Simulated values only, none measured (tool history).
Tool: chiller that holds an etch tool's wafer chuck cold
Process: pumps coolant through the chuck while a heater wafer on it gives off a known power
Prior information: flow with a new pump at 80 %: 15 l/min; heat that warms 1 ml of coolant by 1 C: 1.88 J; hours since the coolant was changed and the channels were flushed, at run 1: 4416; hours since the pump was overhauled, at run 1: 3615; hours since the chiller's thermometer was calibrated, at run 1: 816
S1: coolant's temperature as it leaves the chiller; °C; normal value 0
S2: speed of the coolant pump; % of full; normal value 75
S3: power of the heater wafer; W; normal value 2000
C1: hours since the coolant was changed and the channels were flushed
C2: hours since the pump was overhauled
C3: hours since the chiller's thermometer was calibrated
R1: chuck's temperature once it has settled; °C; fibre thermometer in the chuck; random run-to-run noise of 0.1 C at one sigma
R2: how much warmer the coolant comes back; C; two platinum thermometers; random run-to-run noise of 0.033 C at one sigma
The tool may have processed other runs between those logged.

Run 1, day 0.000: usual settings; C1 4416; C2 3615; C3 816. Result: R1 19.7 °C, R2 4.83 C.
At day 1.679: coolant changed, channels flushed.
Run 2, day 3.833: usual settings but S2 71 % of full; C1 52; C2 3701; C3 902. Result: R1 17.8 °C, R2 5.08 C.
Run 3, day 7.833: usual settings but S2 71 % of full; C1 148; C2 3796; C3 998. Result: R1 17.9 °C, R2 5.10 C.
Run 4, day 10.650: usual settings but S1 2 °C, S2 71 % of full; C1 215; C2 3864; C3 1066. Result: R1 20.0 °C, R2 5.17 C.
Run 5, day 16.229: usual settings but S3 1965 W; C1 349; C2 3998; C3 1200. Result: R1 17.1 °C, R2 4.79 C.
Run 6, day 20.017: usual settings; C1 440; C2 4089; C3 1291. Result: R1 17.4 °C, R2 4.87 C.
Run 7, day 24.038: usual settings but S3 1711 W; C1 537; C2 4185; C3 1387. Result: R1 14.9 °C, R2 4.18 C.
Run 8, day 29.808: usual settings but S3 1329 W; C1 675; C2 4324; C3 1526. Result: R1 11.7 °C, R2 3.29 C.
At day 30.562: coolant pump overhauled.
Run 9, day 36.075: usual settings but S3 1329 W; C1 821; C2 132; C3 1671. Result: R1 12.0 °C, R2 3.40 C.
At day 39.638: coolant pump overhauled, once more.
Run 10, day 42.617: usual settings but S3 1329 W; C1 973; C2 72; C3 1823. Result: R1 11.3 °C, R2 3.04 C.
Run 11, day 48.250: usual settings but S3 1329 W; C1 1108; C2 207; C3 1958. Result: R1 11.4 °C, R2 3.05 C.
Run 12, day 53.792: usual settings but S3 1329 W; C1 1241; C2 340; C3 2091. Result: R1 11.2 °C, R2 3.06 C.
Run 13, day 58.854: usual settings but S1 8 °C, S2 62 % of full, S3 1329 W; C1 1362; C2 461; C3 2213. Result: R1 21.2 °C, R2 3.80 C.
Run 14, day 62.021: usual settings but S1 1 °C, S2 84 % of full; C1 1438; C2 537; C3 2289. Result: R1 16.9 °C, R2 4.17 C.
Run 15, day 66.821: usual settings but S1 1 °C, S2 84 % of full; C1 1553; C2 652; C3 2404. Result: R1 17.1 °C, R2 4.16 C.
Run 16, day 71.571: usual settings but S1 1 °C, S2 84 % of full; C1 1667; C2 766; C3 2518. Result: R1 17.2 °C, R2 4.09 C.
Run 17, day 75.588: usual settings but S2 71 % of full, S3 1581 W; C1 1764; C2 863; C3 2614. Result: R1 14.2 °C, R2 3.88 C.
Run 18, day 78.404: usual settings but S2 74 % of full, S3 2243 W; C1 1831; C2 930; C3 2682. Result: R1 19.9 °C, R2 5.39 C.
Run 19, day 83.217: usual settings but S1 10 °C; C1 1947; C2 1046; C3 2797. Result: R1 27.5 °C, R2 4.67 C.
Run 20, day 88.954: usual settings but S1 8 °C, S2 87 % of full, S3 1412 W; C1 2085; C2 1184; C3 2935. Result: R1 19.3 °C, R2 2.85 C.
Run 21, day 92.388: usual settings but S3 1024 W; C1 2167; C2 1266; C3 3018. Result: R1 9.0 °C, R2 2.40 C.

Below are 4 alternative next runs, each starting from the tool's condition after run 21. Predict each:
At day 94.033: chiller's thermometer calibrated.
Run A, day 96.471: usual settings but S2 84 % of full, S3 1024 W; C1 2264; C2 1363; C3 59. Result: R1 ?, R2 ?.
At day 94.033: chiller's thermometer calibrated.
Run B, day 96.471: usual settings but S1 -2 °C, S2 67 % of full, S3 1122 W; C1 2264; C2 1363; C3 59. Result: R1 ?, R2 ?.
At day 94.033: chiller's thermometer calibrated.
Run C, day 96.471: usual settings but S1 -6 °C, S3 1665 W; C1 2264; C2 1363; C3 59. Result: R1 ?, R2 ?.
At day 94.033: chiller's thermometer calibrated.
Run D, day 96.471: usual settings but S3 1444 W; C1 2264; C2 1363; C3 59. Result: R1 ?, R2 ?.

run    R1    R2
  A   8.5  2.17
  B   9.1  3.05
  C   9.2  3.95
  D  13.0  3.42
With no hidden state in the tool, these same runs would have given:
run    R1    R2
  A   7.7  2.08
  B   8.1  2.93
  C   7.8  3.79
  D  11.8  3.28
